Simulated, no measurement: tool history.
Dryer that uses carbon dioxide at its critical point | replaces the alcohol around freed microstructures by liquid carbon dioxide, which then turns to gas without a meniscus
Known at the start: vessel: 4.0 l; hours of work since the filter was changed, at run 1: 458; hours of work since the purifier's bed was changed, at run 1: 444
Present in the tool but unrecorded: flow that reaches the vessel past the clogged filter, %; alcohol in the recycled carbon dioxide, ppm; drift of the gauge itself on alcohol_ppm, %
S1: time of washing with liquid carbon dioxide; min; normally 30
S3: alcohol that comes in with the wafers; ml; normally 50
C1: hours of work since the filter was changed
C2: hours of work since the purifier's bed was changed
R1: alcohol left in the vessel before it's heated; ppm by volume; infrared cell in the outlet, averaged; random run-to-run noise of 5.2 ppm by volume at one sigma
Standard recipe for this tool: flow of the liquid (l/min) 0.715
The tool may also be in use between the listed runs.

run 1 hour=0.0 | S1=30 flow_of_the_liquid_(l/min)=0.715 S3=50 | C1=458 C2=444 | R1=265
run 2 hour=15.0 | S1=30 flow_of_the_liquid_(l/min)=1.166 S3=50 | C1=467 C2=454 | R1=104
run 3 hour=27.5 | S1=30 flow_of_the_liquid_(l/min)=0.433 S3=50 | C1=476 C2=462 | R1=1003
run 4 hour=44.2 | S1=47 flow_of_the_liquid_(l/min)=0.715 S3=50 | C1=486 C2=472 | R1=133
run 5 hour=59.9 | S1=47 flow_of_the_liquid_(l/min)=0.715 S3=50 | C1=496 C2=483 | R1=120
-- hour=75.3 inlet filter changed
run 6 hour=77.6 | S1=47 flow_of_the_liquid_(l/min)=0.715 S3=50 | C1=1 C2=493 | R1=109
run 7 hour=85.8 | S1=47 flow_of_the_liquid_(l/min)=0.715 S3=50 | C1=7 C2=499 | R1=121
run 8 hour=93.5 | S1=30 flow_of_the_liquid_(l/min)=0.715 S3=25 | C1=12 C2=504 | R1=152
run 9 hour=103.4 | S1=30 flow_of_the_liquid_(l/min)=0.715 S3=25 | C1=18 C2=510 | R1=157
run 10 hour=113.5 | S1=19 flow_of_the_liquid_(l/min)=0.715 S3=50 | C1=25 C2=516 | R1=686
-- hour=128.7 purifier's bed changed
run 11 hour=132.8 | S1=30 flow_of_the_liquid_(l/min)=0.715 S3=50 | C1=35 C2=3 | R1=105
run 12 hour=149.0 | S1=30 flow_of_the_liquid_(l/min)=0.715 S3=50 | C1=45 C2=13 | R1=110
run 13 hour=166.2 | S1=30 flow_of_the_liquid_(l/min)=0.715 S3=50 | C1=57 C2=24 | R1=113
run 14 hour=178.5 | S1=30 flow_of_the_liquid_(l/min)=0.715 S3=50 | C1=65 C2=32 | R1=127
run 15 hour=189.6 | S1=27 flow_of_the_liquid_(l/min)=0.482 S3=22 | C1=72 C2=39 | R1=309
run 16 hour=201.9 | S1=22 flow_of_the_liquid_(l/min)=0.899 S3=84 | C1=80 C2=47 | R1=275
run 17 hour=215.4 | S1=39 flow_of_the_liquid_(l/min)=0.583 S3=50 | C1=88 C2=56 | R1=88
run 18 hour=224.3 | S1=19 flow_of_the_liquid_(l/min)=1.157 S3=50 | C1=94 C2=62 | R1=114
run 19 hour=234.7 | S1=19 flow_of_the_liquid_(l/min)=1.157 S3=50 | C1=101 C2=68 | R1=120
run 20 hour=243.0 | S1=38 flow_of_the_liquid_(l/min)=0.976 S3=63 | C1=106 C2=74 | R1=17
run 21 hour=255.2 | S1=29 flow_of_the_liquid_(l/min)=0.704 S3=42 | C1=114 C2=81 | R1=143
run 22 hour=268.2 | S1=26 flow_of_the_liquid_(l/min)=0.945 S3=50 | C1=122 C2=90 | R1=81
run 23 hour=284.9 | S1=40 flow_of_the_liquid_(l/min)=0.687 S3=23 | C1=133 C2=101 | R1=38
run 24 hour=295.8 | S1=40 flow_of_the_liquid_(l/min)=0.687 S3=23 | C1=140 C2=108 | R1=42
run 25 hour=306.2 | S1=40 flow_of_the_liquid_(l/min)=0.687 S3=23 | C1=147 C2=114 | R1=40
run 26 hour=321.5 | S1=22 flow_of_the_liquid_(l/min)=1.119 S3=50 | C1=157 C2=124 | R1=95
run 27 hour=331.1 | S1=22 flow_of_the_liquid_(l/min)=0.434 S3=50 | C1=163 C2=130 | R1=1560

Branching from run 27: 5 alternative next runs. What would each branch give?
run A hour=341.4 | S1=45 flow_of_the_liquid_(l/min)=0.434 S3=87 | C1=169 C2=137 | R1=?
run B hour=341.4 | S1=25 flow_of_the_liquid_(l/min)=0.434 S3=50 | C1=169 C2=137 | R1=?
run C hour=341.4 | S1=18 flow_of_the_liquid_(l/min)=0.436 S3=79 | C1=169 C2=137 | R1=?
run D hour=341.4 | S1=30 flow_of_the_liquid_(l/min)=0.715 S3=43 | C1=169 C2=137 | R1=?
run E hour=341.4 | S1=25 flow_of_the_liquid_(l/min)=0.547 S3=54 | C1=169 C2=137 | R1=?

run=A R1=324
run=B R1=1199
run=C R1=3467
run=D R1=150
run=E R1=706
Without the tool's hidden state the same runs would have given:
run=A R1=239
run=B R1=1039
run=C R1=3158
run=D R1=100
run=E R1=583

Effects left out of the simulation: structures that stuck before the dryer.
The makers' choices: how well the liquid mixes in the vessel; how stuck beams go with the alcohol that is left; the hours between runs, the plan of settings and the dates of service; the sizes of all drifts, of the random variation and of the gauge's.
